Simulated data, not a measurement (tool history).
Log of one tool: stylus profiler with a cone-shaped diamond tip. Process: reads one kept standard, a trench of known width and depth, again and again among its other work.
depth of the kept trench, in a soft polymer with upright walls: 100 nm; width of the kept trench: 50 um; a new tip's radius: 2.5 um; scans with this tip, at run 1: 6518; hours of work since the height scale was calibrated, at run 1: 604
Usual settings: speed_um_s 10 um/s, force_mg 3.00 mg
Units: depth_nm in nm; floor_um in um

run     day  speed_um_s  force_mg  scans with this tip  hours of work since the height scale was calibrated  depth_nm  floor_um
  1   0.000          10      3.00                 6518                                                  604    102.10     48.37
  2   3.062          10      8.46                 6910                                                  640    104.14     48.37
  3   6.033          10      8.46                 7289                                                  675    104.05     48.36
  4   9.167          10      8.46                 7689                                                  712    104.20     48.39
  5  12.208          10      8.46                 8077                                                  748    104.10     48.31
  6  16.075          10      4.78                 8570                                                  794    102.92     48.31
  7  17.992          10      4.78                 8815                                                  817    102.98     48.33
  8  19.796           7      3.00                 9045                                                  838    102.22     48.25
  9  22.333           7      3.00                 9369                                                  868    102.25     48.22
 10  24.396           7      3.00                 9633                                                  892    102.23     48.33
 11  28.233           5      1.24                10122                                                  938    101.50     48.28
 12  31.383           5      1.24                10524                                                  975    101.44     48.26
 13  33.571          27      3.16                10804                                                 1001    102.29     48.20
 14  36.021           5      3.64                11116                                                 1030    102.47     48.25
 15  38.750          10      1.08                11465                                                 1062    101.39     48.27
 16  40.925          40      1.91                11743                                                 1088    101.88     48.01
 17  42.871           6      3.19                11991                                                 1111    102.44     48.28
 18  45.704           2      3.49                12352                                                 1144    102.65     48.25
 19  48.250           9      4.54                12678                                                 1175    103.00     48.15
 20  50.988           9      6.68                13027                                                 1207    103.76     48.23

The same runs without the tool's hidden state, with the same run-to-run variation:
The hidden state here: radius of the tip, um; height scale over the true one, %; drift of the gauge itself on depth_nm, %; drift of the gauge itself on floor_um, %.
run  depth_nm  floor_um
  1    101.85     48.56
  2    103.87     48.57
  3    103.76     48.57
  4    103.90     48.61
  5    103.78     48.54
  6    102.60     48.56
  7    102.64     48.59
  8    101.88     48.51
  9    101.90     48.49
 10    101.86     48.60
 11    101.12     48.57
 12    101.04     48.56
 13    101.88     48.51
 14    102.05     48.56
 15    100.96     48.60
 16    101.44     48.34
 17    101.98     48.62
 18    102.18     48.60
 19    102.52     48.51
 20    103.25     48.59

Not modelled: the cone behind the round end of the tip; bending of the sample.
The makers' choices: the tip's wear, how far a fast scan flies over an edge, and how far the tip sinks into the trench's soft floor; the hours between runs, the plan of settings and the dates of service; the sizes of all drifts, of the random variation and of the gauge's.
